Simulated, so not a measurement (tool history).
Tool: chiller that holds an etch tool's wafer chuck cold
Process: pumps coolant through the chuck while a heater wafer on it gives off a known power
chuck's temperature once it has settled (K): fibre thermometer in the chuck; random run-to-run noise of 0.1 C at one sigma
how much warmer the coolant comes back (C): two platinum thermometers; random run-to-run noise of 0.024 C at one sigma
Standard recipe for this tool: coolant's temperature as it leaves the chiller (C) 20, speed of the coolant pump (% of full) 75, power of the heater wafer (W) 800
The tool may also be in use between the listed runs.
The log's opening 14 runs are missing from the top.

| run | day | coolant's temperature as it leaves the chiller (C) | speed of the coolant pump (% of full) | power of the heater wafer (W) | hours since the coolant was changed and the channels were flushed | hours since the pump was overhauled | hours since the chiller's thermometer was calibrated | chuck's temperature once it has settled (K) | how much warmer the coolant comes back (C) |
|---|---|---|---|---|---|---|---|---|---|
| 15 | 36.596 | 20 | 75 | 1054 | 568 | 2681 | 3384 | 303.65 | 2.91 |
| 16 | 38.979 | 20 | 75 | 1054 | 625 | 2739 | 3441 | 303.45 | 2.92 |
| 17 | 41.346 | 20 | 75 | 1054 | 682 | 2795 | 3498 | 303.65 | 2.95 |
| 18 | 44.129 | 20 | 75 | 1054 | 749 | 2862 | 3565 | 303.65 | 2.93 |
| 19 | 46.775 | 20 | 75 | 647 | 812 | 2926 | 3628 | 299.85 | 1.83 |
| 20 | 49.871 | 20 | 75 | 647 | 887 | 3000 | 3703 | 299.95 | 1.81 |
| 21 | 52.633 | 20 | 74 | 473 | 953 | 3066 | 3769 | 298.25 | 1.38 |
| 22 | 55.754 | 14 | 90 | 740 | 1028 | 3141 | 3844 | 293.95 | 1.80 |
| 23 | 58.288 | 19 | 62 | 578 | 1089 | 3202 | 3905 | 299.25 | 2.00 |
| 24 | 60.429 | 19 | 62 | 578 | 1140 | 3253 | 3956 | 299.35 | 1.96 |
| 25 | 62.621 | 15 | 65 | 1113 | 1193 | 3306 | 4009 | 301.15 | 3.63 |
| 26 | 66.500 | 15 | 65 | 1032 | 1286 | 3399 | 4102 | 300.25 | 3.37 |
| 27 | 70.562 | 20 | 75 | 488 | 1383 | 3497 | 4199 | 298.55 | 1.40 |
| 28 | 74.025 | 20 | 75 | 488 | 1466 | 3580 | 4282 | 298.45 | 1.41 |
|  | 76.525 | chiller's thermometer calibrated |
| 29 | 77.333 | 20 | 75 | 488 | 1545 | 3658 | 19 | 298.15 | 1.42 |
| 30 | 79.292 | 20 | 77 | 538 | 1592 | 3705 | 66 | 298.45 | 1.54 |
| 31 | 82.767 | 20 | 77 | 422 | 1675 | 3788 | 150 | 297.35 | 1.23 |

Forecast each of these 4 alternatives for the next run:
| A | 84.683 | 16 | 77 | 642 | 1721 | 3834 | 196 | ? | ? |
| B | 84.683 | 13 | 77 | 874 | 1721 | 3834 | 196 | ? | ? |
| C | 84.683 | 20 | 63 | 947 | 1721 | 3834 | 196 | ? | ? |
| D | 84.683 | 20 | 62 | 422 | 1721 | 3834 | 196 | ? | ? |

| run | chuck's temperature once it has settled (K) | how much warmer the coolant comes back (C) |
|---|---|---|
| A | 295.75 | 1.84 |
| B | 295.05 | 2.54 |
| C | 304.65 | 3.29 |
| D | 298.15 | 1.50 |
Had the tool no hidden state, the same runs would have come out as:
| run | chuck's temperature once it has settled (K) | how much warmer the coolant comes back (C) |
|---|---|---|
| A | 294.45 | 1.53 |
| B | 293.25 | 2.12 |
| C | 302.35 | 2.74 |
| D | 297.15 | 1.25 |
